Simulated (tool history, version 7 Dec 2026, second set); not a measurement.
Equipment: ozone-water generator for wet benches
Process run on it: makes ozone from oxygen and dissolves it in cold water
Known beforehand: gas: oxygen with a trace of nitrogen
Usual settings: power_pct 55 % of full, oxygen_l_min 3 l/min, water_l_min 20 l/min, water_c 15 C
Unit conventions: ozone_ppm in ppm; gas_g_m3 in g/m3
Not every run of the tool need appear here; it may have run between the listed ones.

| run | day | power_pct | oxygen_l_min | water_l_min | water_c | ozone_ppm | gas_g_m3 |
|---|---|---|---|---|---|---|---|
| 1 | 0 | 55 | 3 | 20 | 15 | 10.2 | 159 |
| 2 | 1.425 | 55 | 3 | 20 | 15 | 10.1 | 156.7 |
| 3 | 2.567 | 55 | 3.56 | 20 | 15 | 10.8 | 147.4 |
| 4 | 3.992 | 55 | 3 | 20 | 15 | 10.3 | 155.6 |
| 5 | 5.004 | 55 | 3 | 20 | 15 | 10.1 | 156 |
| 6 | 6.621 | 55 | 3 | 20 | 15 | 9.8 | 156 |
| 7 | 8.104 | 86 | 3 | 20 | 15 | 12.6 | 196.9 |
| 8 | 9.7 | 55 | 3 | 20 | 15 | 10.1 | 156 |
| 9 | 10.954 | 55 | 3 | 20 | 15 | 10.1 | 158.9 |
| 10 | 11.725 | 55 | 3 | 20 | 15 | 10.2 | 156.5 |
| 11 | 13.188 | 55 | 3 | 20 | 7 | 10.9 | 155.9 |
| 12 | 14.908 | 55 | 3 | 20 | 7 | 10.7 | 156.3 |
| 13 | 16.321 | 55 | 3 | 20 | 7 | 10.9 | 155.4 |
| 14 | 17.7 | 55 | 3 | 20 | 7 | 10.8 | 156.2 |
| 15 | 19.221 | 55 | 3 | 20 | 15 | 9.9 | 155.8 |
| 16 | 20.371 | 55 | 1.55 | 20 | 15 | 7.6 | 196.8 |
| 17 | 21.35 | 55 | 1.55 | 20 | 15 | 7.6 | 198.6 |
| 18 | 22.342 | 55 | 4.94 | 16 | 15 | 13.5 | 129.1 |
| 19 | 23.088 | 44 | 2.16 | 14 | 9 | 11.6 | 157.4 |
| 20 | 24.121 | 55 | 3 | 20 | 7 | 10.8 | 154.2 |
| 21 | 24.975 | 55 | 3 | 20 | 7 | 10.6 | 156.7 |
| 22 | 26.038 | 55 | 3.61 | 20 | 9 | 11.3 | 146.1 |
| 23 | 27.708 | 55 | 3 | 19 | 15 | 10.4 | 155.9 |
| 24 | 29.246 | 96 | 1.74 | 22 | 9 | 10 | 247.8 |
| 25 | 30.058 | 96 | 1.74 | 22 | 9 | 9.8 | 250 |
| 26 | 31.604 | 54 | 3 | 29 | 12 | 7 | 153 |
| 27 | 32.825 | 54 | 3 | 29 | 12 | 7.1 | 154.4 |
| 28 | 34.462 | 54 | 2.15 | 13 | 12 | 13.5 | 172.3 |
| 29 | 36.142 | 54 | 2.15 | 13 | 12 | 13.1 | 174.5 |
| 30 | 37.5 | 72 | 1.69 | 30 | 14 | 5.7 | 216.8 |

Difference, measured minus no-hidden-state, one row per run. Run-to-run variation is common to both terms; the gauge's own scatter need not be:
Hidden state at play: yield of the discharge, % of new electrodes'; contactor's efficiency, % of a clean one's; true water temperature over the reading, C; drift of the gauge itself on ozone_ppm, %; drift of the gauge itself on gas_g_m3, %.
| run | ozone_ppm | gas_g_m3 |
|---|---|---|
| 1 | -0.3 | -2.3 |
| 2 | -0.3 | -2.3 |
| 3 | -0.3 | -2.3 |
| 4 | -0.3 | -2.5 |
| 5 | -0.3 | -2.7 |
| 6 | -0.3 | -2.8 |
| 7 | -0.5 | -4.6 |
| 8 | -0.3 | -3 |
| 9 | -0.4 | -3.1 |
| 10 | -0.4 | -3.1 |
| 11 | -0.4 | -3.2 |
| 12 | -0.4 | -3.4 |
| 13 | -0.4 | -3.4 |
| 14 | -0.4 | -3.5 |
| 15 | -0.4 | -3.7 |
| 16 | -0.4 | -4.8 |
| 17 | -0.3 | -4.9 |
| 18 | -0.6 | -3.3 |
| 19 | -0.4 | -3.5 |
| 20 | -0.5 | -4 |
| 21 | -0.5 | -4.2 |
| 22 | -0.5 | -4 |
| 23 | -0.5 | -4.3 |
| 24 | -0.5 | -9.3 |
| 25 | -0.6 | -9.6 |
| 26 | -0.4 | -4.5 |
| 27 | -0.4 | -4.6 |
| 28 | -0.7 | -5.2 |
| 29 | -0.7 | -5.4 |
| 30 | -0.4 | -8.1 |

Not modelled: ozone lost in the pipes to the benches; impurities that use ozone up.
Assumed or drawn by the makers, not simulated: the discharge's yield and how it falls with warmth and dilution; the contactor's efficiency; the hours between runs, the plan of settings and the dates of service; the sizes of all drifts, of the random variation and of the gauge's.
